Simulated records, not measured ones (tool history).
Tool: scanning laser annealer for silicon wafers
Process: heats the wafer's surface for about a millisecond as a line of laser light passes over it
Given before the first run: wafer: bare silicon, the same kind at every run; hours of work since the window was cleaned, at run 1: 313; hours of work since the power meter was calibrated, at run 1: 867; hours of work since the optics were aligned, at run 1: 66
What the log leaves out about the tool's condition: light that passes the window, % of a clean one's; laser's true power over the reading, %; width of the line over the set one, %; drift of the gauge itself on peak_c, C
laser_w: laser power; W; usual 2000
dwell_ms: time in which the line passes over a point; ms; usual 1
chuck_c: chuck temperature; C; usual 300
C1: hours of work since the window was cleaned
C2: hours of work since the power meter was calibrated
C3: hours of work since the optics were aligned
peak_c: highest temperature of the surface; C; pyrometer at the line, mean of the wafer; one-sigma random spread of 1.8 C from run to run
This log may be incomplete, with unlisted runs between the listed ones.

run 1 hour=0 | laser_w=2000 dwell_ms=1 chuck_c=300 | C1=313 C2=867 C3=66 | peak_c=1002
run 2 hour=47.1 | laser_w=2000 dwell_ms=1 chuck_c=300 | C1=338 C2=892 C3=92 | peak_c=1000
-- hour=59.5 window over the wafer cleaned
run 3 hour=79.9 | laser_w=2000 dwell_ms=1 chuck_c=300 | C1=11 C2=909 C3=108 | peak_c=1005
run 4 hour=108.2 | laser_w=2000 dwell_ms=0.83 chuck_c=300 | C1=26 C2=924 C3=123 | peak_c=936
run 5 hour=139.2 | laser_w=2000 dwell_ms=0.75 chuck_c=300 | C1=43 C2=941 C3=140 | peak_c=906
run 6 hour=160.2 | laser_w=2000 dwell_ms=0.75 chuck_c=316 | C1=54 C2=952 C3=151 | peak_c=920
run 7 hour=198.4 | laser_w=2000 dwell_ms=0.75 chuck_c=316 | C1=74 C2=972 C3=172 | peak_c=919
run 8 hour=247.7 | laser_w=2000 dwell_ms=0.75 chuck_c=316 | C1=101 C2=999 C3=198 | peak_c=919
run 9 hour=284.5 | laser_w=2000 dwell_ms=0.75 chuck_c=316 | C1=120 C2=1018 C3=218 | peak_c=921
run 10 hour=310.9 | laser_w=2000 dwell_ms=0.75 chuck_c=316 | C1=134 C2=1032 C3=232 | peak_c=919
run 11 hour=359.1 | laser_w=2000 dwell_ms=1 chuck_c=300 | C1=160 C2=1058 C3=257 | peak_c=1004
run 12 hour=389.1 | laser_w=2000 dwell_ms=1 chuck_c=300 | C1=176 C2=1074 C3=274 | peak_c=1003
run 13 hour=423.2 | laser_w=2000 dwell_ms=1 chuck_c=300 | C1=195 C2=1093 C3=292 | peak_c=1007
run 14 hour=452.7 | laser_w=2000 dwell_ms=1 chuck_c=300 | C1=210 C2=1108 C3=308 | peak_c=1007
run 15 hour=491.1 | laser_w=2000 dwell_ms=1 chuck_c=300 | C1=231 C2=1129 C3=328 | peak_c=1003
run 16 hour=536.1 | laser_w=2000 dwell_ms=1 chuck_c=300 | C1=255 C2=1153 C3=352 | peak_c=1004
run 17 hour=571.9 | laser_w=2000 dwell_ms=1 chuck_c=300 | C1=274 C2=1172 C3=371 | peak_c=1004
run 18 hour=613.6 | laser_w=2000 dwell_ms=1 chuck_c=300 | C1=296 C2=1194 C3=394 | peak_c=999
run 19 hour=651 | laser_w=2000 dwell_ms=1 chuck_c=300 | C1=316 C2=1214 C3=414 | peak_c=1004
run 20 hour=683.6 | laser_w=2000 dwell_ms=1 chuck_c=300 | C1=334 C2=1232 C3=431 | peak_c=1003
-- hour=703.6 window over the wafer cleaned
run 21 hour=715.3 | laser_w=1920 dwell_ms=1 chuck_c=300 | C1=6 C2=1248 C3=447 | peak_c=974
run 22 hour=744.4 | laser_w=1947 dwell_ms=0.72 chuck_c=274 | C1=22 C2=1263 C3=463 | peak_c=852
run 23 hour=789 | laser_w=2000 dwell_ms=1 chuck_c=317 | C1=46 C2=1287 C3=486 | peak_c=1020
run 24 hour=814.4 | laser_w=1776 dwell_ms=1 chuck_c=317 | C1=59 C2=1301 C3=500 | peak_c=939
run 25 hour=852.4 | laser_w=1733 dwell_ms=1.05 chuck_c=261 | C1=80 C2=1321 C3=520 | peak_c=886
run 26 hour=872.7 | laser_w=1731 dwell_ms=1.09 chuck_c=306 | C1=90 C2=1332 C3=531 | peak_c=940
run 27 hour=922.3 | laser_w=2094 dwell_ms=1.09 chuck_c=306 | C1=117 C2=1358 C3=558 | peak_c=1076
run 28 hour=958.2 | laser_w=2094 dwell_ms=1.09 chuck_c=306 | C1=136 C2=1378 C3=577 | peak_c=1082
run 29 hour=986.6 | laser_w=1730 dwell_ms=1.09 chuck_c=327 | C1=151 C2=1393 C3=592 | peak_c=961
run 30 hour=1029.7 | laser_w=1897 dwell_ms=0.91 chuck_c=316 | C1=174 C2=1416 C3=615 | peak_c=950
run 31 hour=1055.2 | laser_w=1897 dwell_ms=0.91 chuck_c=316 | C1=188 C2=1429 C3=629 | peak_c=953
run 32 hour=1097.9 | laser_w=1718 dwell_ms=0.94 chuck_c=291 | C1=211 C2=1452 C3=652 | peak_c=874
run 33 hour=1138.7 | laser_w=1849 dwell_ms=1.11 chuck_c=308 | C1=233 C2=1474 C3=673 | peak_c=995
run 34 hour=1182.6 | laser_w=1738 dwell_ms=1 chuck_c=319 | C1=256 C2=1498 C3=697 | peak_c=927
run 35 hour=1208.5 | laser_w=1738 dwell_ms=1 chuck_c=319 | C1=270 C2=1511 C3=711 | peak_c=932
run 36 hour=1254.3 | laser_w=2032 dwell_ms=1 chuck_c=319 | C1=295 C2=1536 C3=735 | peak_c=1038
run 37 hour=1285.9 | laser_w=1843 dwell_ms=1.21 chuck_c=280 | C1=311 C2=1553 C3=752 | peak_c=998
run 38 hour=1306.7 | laser_w=1872 dwell_ms=0.7 chuck_c=300 | C1=323 C2=1564 C3=763 | peak_c=843
run 39 hour=1342.6 | laser_w=1872 dwell_ms=0.7 chuck_c=300 | C1=342 C2=1583 C3=782 | peak_c=845
-- hour=1348.9 window over the wafer cleaned
run 40 hour=1376.3 | laser_w=1741 dwell_ms=1 chuck_c=300 | C1=15 C2=1600 C3=799 | peak_c=912
run 41 hour=1402 | laser_w=2175 dwell_ms=0.82 chuck_c=300 | C1=28 C2=1614 C3=813 | peak_c=992

Each row is a separate what-if for the run after 41, all from the same tool condition, not one after another. Results?
run A hour=1427.4 | laser_w=2000 dwell_ms=1 chuck_c=274 | C1=42 C2=1628 C3=827 | peak_c=?
run B hour=1427.4 | laser_w=1982 dwell_ms=1.21 chuck_c=267 | C1=42 C2=1628 C3=827 | peak_c=?
run C hour=1427.4 | laser_w=2000 dwell_ms=1 chuck_c=316 | C1=42 C2=1628 C3=827 | peak_c=?
run D hour=1427.4 | laser_w=2175 dwell_ms=0.82 chuck_c=301 | C1=42 C2=1628 C3=827 | peak_c=?

run=A peak_c=979
run=B peak_c=1039
run=C peak_c=1021
run=D peak_c=992
Take away the tool's hidden state, keep each run's random variation, and the runs would have read:
run=A peak_c=979
run=B peak_c=1039
run=C peak_c=1021
run=D peak_c=992
